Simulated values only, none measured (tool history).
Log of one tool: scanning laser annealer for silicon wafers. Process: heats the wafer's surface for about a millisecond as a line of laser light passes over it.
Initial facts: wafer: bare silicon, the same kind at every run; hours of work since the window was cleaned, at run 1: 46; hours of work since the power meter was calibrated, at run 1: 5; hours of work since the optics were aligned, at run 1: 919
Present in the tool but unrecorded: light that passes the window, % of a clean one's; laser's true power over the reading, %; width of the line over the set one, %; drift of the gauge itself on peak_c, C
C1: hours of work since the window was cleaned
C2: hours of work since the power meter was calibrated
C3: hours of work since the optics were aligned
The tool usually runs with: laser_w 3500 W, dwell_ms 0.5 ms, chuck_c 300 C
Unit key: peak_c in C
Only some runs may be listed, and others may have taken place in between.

Run 1, day 0: usual settings; C1 46; C2 5; C3 919. Result: peak_c 1040 C.
Run 2, day 0.488: usual settings; C1 53; C2 12; C3 926. Result: peak_c 1038 C.
Run 3, day 1.521: usual settings; C1 68; C2 27; C3 941. Result: peak_c 1039 C.
Run 4, day 2.554: usual settings; C1 82; C2 42; C3 956. Result: peak_c 1036 C.
Run 5, day 3.271: usual settings; C1 93; C2 52; C3 966. Result: peak_c 1039 C.
Run 6, day 3.875: usual settings; C1 101; C2 61; C3 975. Result: peak_c 1037 C.
Run 7, day 4.425: usual settings; C1 109; C2 69; C3 982. Result: peak_c 1039 C.
Run 8, day 4.996: usual settings; C1 118; C2 77; C3 991. Result: peak_c 1037 C.
Run 9, day 6.017: usual settings; C1 132; C2 92; C3 1005. Result: peak_c 1039 C.
Run 10, day 6.592: usual settings but chuck_c 295 C; C1 140; C2 100; C3 1014. Result: peak_c 1035 C.
Run 11, day 7.221: usual settings but chuck_c 295 C; C1 149; C2 109; C3 1023. Result: peak_c 1034 C.
Run 12, day 7.808: usual settings but laser_w 3060 W, chuck_c 321 C; C1 158; C2 117; C3 1031. Result: peak_c 953 C.
Run 13, day 8.508: usual settings but laser_w 3060 W, dwell_ms 0.438 ms, chuck_c 321 C; C1 168; C2 127; C3 1041. Result: peak_c 909 C.
Run 14, day 8.996: usual settings but laser_w 3060 W, dwell_ms 0.438 ms, chuck_c 321 C; C1 175; C2 134; C3 1048. Result: peak_c 910 C.
Run 15, day 9.767: usual settings but laser_w 3060 W, dwell_ms 0.438 ms, chuck_c 321 C; C1 186; C2 146; C3 1059. Result: peak_c 907 C.
Run 16, day 10.208: usual settings but laser_w 3585 W, dwell_ms 0.409 ms, chuck_c 332 C; C1 192; C2 152; C3 1066. Result: peak_c 1010 C.
Run 17, day 11.204: usual settings but laser_w 3133 W, dwell_ms 0.396 ms, chuck_c 332 C; C1 207; C2 166; C3 1080. Result: peak_c 905 C.
Run 18, day 11.833: usual settings but laser_w 3597 W, chuck_c 303 C; C1 216; C2 175; C3 1089. Result: peak_c 1063 C.
Run 19, day 12.379: usual settings but laser_w 3597 W, chuck_c 303 C; C1 224; C2 183; C3 1097. Result: peak_c 1063 C.
Run 20, day 13.312: usual settings but laser_w 3597 W, chuck_c 303 C; C1 237; C2 197; C3 1110. Result: peak_c 1067 C.
Run 21, day 14.108: usual settings but laser_w 3085 W, chuck_c 334 C; C1 248; C2 208; C3 1122. Result: peak_c 978 C.

Predict each of these 3 candidate next runs independently; none follows another, all start after run 21:
Run A, day 14.754: usual settings but laser_w 3141 W, dwell_ms 0.441 ms, chuck_c 334 C; C1 258; C2 217; C3 1131. Result: peak_c ?.
Run B, day 14.754: usual settings but laser_w 3656 W, dwell_ms 0.539 ms, chuck_c 334 C; C1 258; C2 217; C3 1131. Result: peak_c ?.
Run C, day 14.754: usual settings but laser_w 3377 W, dwell_ms 0.449 ms, chuck_c 298 C; C1 258; C2 217; C3 1131. Result: peak_c ?.

run  peak_c
  A     942
  B    1142
  C     968
With no hidden state in the tool, these same runs would have given:
run  peak_c
  A     943
  B    1143
  C     969
